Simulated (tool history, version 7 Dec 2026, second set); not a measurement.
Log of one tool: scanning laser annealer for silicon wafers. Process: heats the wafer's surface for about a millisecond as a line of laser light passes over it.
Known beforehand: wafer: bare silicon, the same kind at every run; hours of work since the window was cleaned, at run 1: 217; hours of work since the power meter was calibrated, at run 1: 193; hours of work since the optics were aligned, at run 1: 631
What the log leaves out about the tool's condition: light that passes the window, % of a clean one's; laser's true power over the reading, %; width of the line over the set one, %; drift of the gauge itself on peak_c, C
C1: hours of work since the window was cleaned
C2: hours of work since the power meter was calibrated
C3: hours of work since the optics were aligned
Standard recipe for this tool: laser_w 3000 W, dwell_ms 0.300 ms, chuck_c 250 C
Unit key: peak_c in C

run 1 hour=0.0 | laser_w=3000 dwell_ms=0.300 chuck_c=250 | C1=217 C2=193 C3=631 | peak_c=963
run 2 hour=9.6 | laser_w=3000 dwell_ms=0.300 chuck_c=250 | C1=224 C2=200 C3=638 | peak_c=958
run 3 hour=17.8 | laser_w=3000 dwell_ms=0.300 chuck_c=250 | C1=230 C2=206 C3=644 | peak_c=958
run 4 hour=27.6 | laser_w=3000 dwell_ms=0.300 chuck_c=250 | C1=237 C2=213 C3=651 | peak_c=958
run 5 hour=33.5 | laser_w=3000 dwell_ms=0.249 chuck_c=250 | C1=241 C2=217 C3=655 | peak_c=896
run 6 hour=39.1 | laser_w=3000 dwell_ms=0.249 chuck_c=250 | C1=245 C2=221 C3=659 | peak_c=899
run 7 hour=48.4 | laser_w=3000 dwell_ms=0.249 chuck_c=250 | C1=252 C2=228 C3=666 | peak_c=899
run 8 hour=52.9 | laser_w=3000 dwell_ms=0.249 chuck_c=250 | C1=255 C2=231 C3=669 | peak_c=897
run 9 hour=62.0 | laser_w=3000 dwell_ms=0.300 chuck_c=270 | C1=261 C2=237 C3=675 | peak_c=981
run 10 hour=71.5 | laser_w=3000 dwell_ms=0.300 chuck_c=250 | C1=268 C2=244 C3=682 | peak_c=958
run 11 hour=81.2 | laser_w=3000 dwell_ms=0.300 chuck_c=250 | C1=275 C2=251 C3=689 | peak_c=956
run 12 hour=88.4 | laser_w=3000 dwell_ms=0.300 chuck_c=250 | C1=280 C2=257 C3=694 | peak_c=958
run 13 hour=99.3 | laser_w=3000 dwell_ms=0.300 chuck_c=250 | C1=288 C2=264 C3=702 | peak_c=958
run 14 hour=105.4 | laser_w=3000 dwell_ms=0.300 chuck_c=250 | C1=293 C2=269 C3=707 | peak_c=956
run 15 hour=113.3 | laser_w=3000 dwell_ms=0.300 chuck_c=250 | C1=298 C2=274 C3=712 | peak_c=959
run 16 hour=121.4 | laser_w=3000 dwell_ms=0.300 chuck_c=250 | C1=304 C2=280 C3=718 | peak_c=954
run 17 hour=126.1 | laser_w=3000 dwell_ms=0.220 chuck_c=250 | C1=307 C2=284 C3=722 | peak_c=856
run 18 hour=130.8 | laser_w=3000 dwell_ms=0.220 chuck_c=250 | C1=311 C2=287 C3=725 | peak_c=857
run 19 hour=138.3 | laser_w=3000 dwell_ms=0.300 chuck_c=250 | C1=316 C2=292 C3=730 | peak_c=957
run 20 hour=148.6 | laser_w=2660 dwell_ms=0.313 chuck_c=275 | C1=324 C2=300 C3=738 | peak_c=891
run 21 hour=159.3 | laser_w=2660 dwell_ms=0.313 chuck_c=275 | C1=331 C2=307 C3=745 | peak_c=892
run 22 hour=170.3 | laser_w=2660 dwell_ms=0.313 chuck_c=275 | C1=339 C2=315 C3=753 | peak_c=892
run 23 hour=180.9 | laser_w=2953 dwell_ms=0.300 chuck_c=282 | C1=347 C2=323 C3=761 | peak_c=972
run 24 hour=188.8 | laser_w=2953 dwell_ms=0.251 chuck_c=282 | C1=353 C2=329 C3=767 | peak_c=916
run 25 hour=194.1 | laser_w=2953 dwell_ms=0.251 chuck_c=282 | C1=356 C2=333 C3=770 | peak_c=917
run 26 hour=204.6 | laser_w=2953 dwell_ms=0.251 chuck_c=282 | C1=364 C2=340 C3=778 | peak_c=916
run 27 hour=215.3 | laser_w=2953 dwell_ms=0.251 chuck_c=282 | C1=372 C2=348 C3=786 | peak_c=916
run 28 hour=224.4 | laser_w=2953 dwell_ms=0.251 chuck_c=282 | C1=378 C2=354 C3=792 | peak_c=913
run 29 hour=228.9 | laser_w=2953 dwell_ms=0.251 chuck_c=282 | C1=381 C2=358 C3=795 | peak_c=914
run 30 hour=238.7 | laser_w=2953 dwell_ms=0.251 chuck_c=282 | C1=388 C2=365 C3=803 | peak_c=912
run 31 hour=247.2 | laser_w=3294 dwell_ms=0.300 chuck_c=227 | C1=395 C2=371 C3=809 | peak_c=1020
run 32 hour=257.0 | laser_w=3294 dwell_ms=0.300 chuck_c=227 | C1=402 C2=378 C3=816 | peak_c=1021
run 33 hour=267.1 | laser_w=3000 dwell_ms=0.378 chuck_c=256 | C1=409 C2=385 C3=823 | peak_c=1043
run 34 hour=272.7 | laser_w=3119 dwell_ms=0.342 chuck_c=218 | C1=413 C2=389 C3=827 | peak_c=1005
run 35 hour=281.6 | laser_w=3119 dwell_ms=0.342 chuck_c=218 | C1=419 C2=396 C3=833 | peak_c=1003
run 36 hour=290.3 | laser_w=3000 dwell_ms=0.322 chuck_c=238 | C1=426 C2=402 C3=840 | peak_c=967
run 37 hour=297.5 | laser_w=2914 dwell_ms=0.266 chuck_c=282 | C1=431 C2=407 C3=845 | peak_c=917
run 38 hour=304.1 | laser_w=2907 dwell_ms=0.266 chuck_c=282 | C1=436 C2=412 C3=850 | peak_c=917

For some of the steps in peak_c from one run to the next: how much would appear even if the tool had no hidden state, given the settings, what came in and random variation, and how much remains for the hidden state plus any gauge scatter that the measured result and the result without hidden state don't share?
Run 16 -> 17: dwell_ms 0.300 -> 0.220. peak_c -98 C: hidden state +2, all else -100.
Run 18 -> 19: dwell_ms 0.220 -> 0.300. peak_c +100 C: hidden state -2, all else +102.
Run 22 -> 23: laser_w 2660 -> 2953, dwell_ms 0.313 -> 0.300, chuck_c 275 -> 282. peak_c +80 C: hidden state -3, all else +83.
Run 23 -> 24: dwell_ms 0.300 -> 0.251. peak_c -56 C: hidden state +3, all else -59.
Run 30 -> 31: laser_w 2953 -> 3294, dwell_ms 0.251 -> 0.300, chuck_c 282 -> 227. peak_c +108 C: hidden state -6, all else +114.
